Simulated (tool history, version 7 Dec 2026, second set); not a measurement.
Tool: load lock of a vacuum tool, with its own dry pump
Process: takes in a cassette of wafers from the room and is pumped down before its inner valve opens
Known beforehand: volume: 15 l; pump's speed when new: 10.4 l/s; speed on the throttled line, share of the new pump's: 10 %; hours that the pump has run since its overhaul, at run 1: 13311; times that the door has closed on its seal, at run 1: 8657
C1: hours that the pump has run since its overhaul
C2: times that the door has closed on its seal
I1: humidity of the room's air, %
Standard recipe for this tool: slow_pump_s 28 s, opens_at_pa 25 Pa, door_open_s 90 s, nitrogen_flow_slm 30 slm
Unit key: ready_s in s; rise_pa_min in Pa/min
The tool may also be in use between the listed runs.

run 1 hour=0.0 | slow_pump_s=28 opens_at_pa=25 door_open_s=90 nitrogen_flow_slm=30 | C1=13311 C2=8657 | I1=44.4 | ready_s=39.9 rise_pa_min=0.092
run 2 hour=252.5 | slow_pump_s=28 opens_at_pa=25 door_open_s=90 nitrogen_flow_slm=30 | C1=13563 C2=9492 | I1=45.5 | ready_s=40.2 rise_pa_min=0.103
run 3 hour=459.6 | slow_pump_s=28 opens_at_pa=25 door_open_s=90 nitrogen_flow_slm=30 | C1=13770 C2=10178 | I1=44.5 | ready_s=40.7 rise_pa_min=0.097
run 4 hour=653.8 | slow_pump_s=34 opens_at_pa=25 door_open_s=90 nitrogen_flow_slm=30 | C1=13965 C2=10820 | I1=46.5 | ready_s=45.8 rise_pa_min=0.102
run 5 hour=975.3 | slow_pump_s=34 opens_at_pa=25 door_open_s=90 nitrogen_flow_slm=30 | C1=14286 C2=11884 | I1=44.3 | ready_s=45.8 rise_pa_min=0.097
run 6 hour=1203.3 | slow_pump_s=23 opens_at_pa=25 door_open_s=90 nitrogen_flow_slm=30 | C1=14514 C2=12639 | I1=46.2 | ready_s=36.3 rise_pa_min=0.108
run 7 hour=1560.6 | slow_pump_s=23 opens_at_pa=25 door_open_s=90 nitrogen_flow_slm=30 | C1=14871 C2=13821 | I1=46.1 | ready_s=36.3 rise_pa_min=0.114
run 8 hour=1936.8 | slow_pump_s=23 opens_at_pa=25 door_open_s=90 nitrogen_flow_slm=30 | C1=15248 C2=15066 | I1=46.1 | ready_s=36.8 rise_pa_min=0.108
run 9 hour=2249.8 | slow_pump_s=42 opens_at_pa=25 door_open_s=60 nitrogen_flow_slm=42 | C1=15561 C2=16102 | I1=45.0 | ready_s=52.9 rise_pa_min=0.091
run 10 hour=2469.7 | slow_pump_s=30 opens_at_pa=37 door_open_s=43 nitrogen_flow_slm=30 | C1=15781 C2=16830 | I1=45.6 | ready_s=41.8 rise_pa_min=0.092
-- hour=2601.0 dry pump taken out, an overhauled one fitted
run 11 hour=2855.1 | slow_pump_s=28 opens_at_pa=31 door_open_s=95 nitrogen_flow_slm=30 | C1=254 C2=18086 | I1=45.9 | ready_s=36.9 rise_pa_min=0.126
run 12 hour=3055.9 | slow_pump_s=28 opens_at_pa=26 door_open_s=164 nitrogen_flow_slm=27 | C1=455 C2=18750 | I1=43.4 | ready_s=37.1 rise_pa_min=0.154
run 13 hour=3304.2 | slow_pump_s=26 opens_at_pa=26 door_open_s=164 nitrogen_flow_slm=27 | C1=703 C2=19572 | I1=46.0 | ready_s=35.4 rise_pa_min=0.162
run 14 hour=3618.5 | slow_pump_s=26 opens_at_pa=26 door_open_s=164 nitrogen_flow_slm=27 | C1=1017 C2=20612 | I1=45.8 | ready_s=35.0 rise_pa_min=0.163
run 15 hour=3829.8 | slow_pump_s=26 opens_at_pa=26 door_open_s=164 nitrogen_flow_slm=27 | C1=1229 C2=21311 | I1=49.4 | ready_s=35.2 rise_pa_min=0.175
run 16 hour=4054.3 | slow_pump_s=26 opens_at_pa=26 door_open_s=164 nitrogen_flow_slm=27 | C1=1453 C2=22054 | I1=45.2 | ready_s=35.6 rise_pa_min=0.167

What if the next run were any one of these 3? Each begins from the tool's condition after run 16:
run A hour=4417.1 | slow_pump_s=27 opens_at_pa=36 door_open_s=164 nitrogen_flow_slm=27 | C1=1816 C2=23255 | I1=44.6 | ready_s=? rise_pa_min=?
run B hour=4417.1 | slow_pump_s=26 opens_at_pa=35 door_open_s=164 nitrogen_flow_slm=27 | C1=1816 C2=23255 | I1=41.1 | ready_s=? rise_pa_min=?
run C hour=4417.1 | slow_pump_s=28 opens_at_pa=25 door_open_s=90 nitrogen_flow_slm=21 | C1=1816 C2=23255 | I1=42.4 | ready_s=? rise_pa_min=?

run=A ready_s=35.9 rise_pa_min=0.177
run=B ready_s=34.9 rise_pa_min=0.165
run=C ready_s=37.5 rise_pa_min=0.143
Take away the tool's hidden state, keep each run's random variation, and the runs would have read:
run=A ready_s=35.7 rise_pa_min=0.112
run=B ready_s=34.6 rise_pa_min=0.100
run=C ready_s=37.3 rise_pa_min=0.078

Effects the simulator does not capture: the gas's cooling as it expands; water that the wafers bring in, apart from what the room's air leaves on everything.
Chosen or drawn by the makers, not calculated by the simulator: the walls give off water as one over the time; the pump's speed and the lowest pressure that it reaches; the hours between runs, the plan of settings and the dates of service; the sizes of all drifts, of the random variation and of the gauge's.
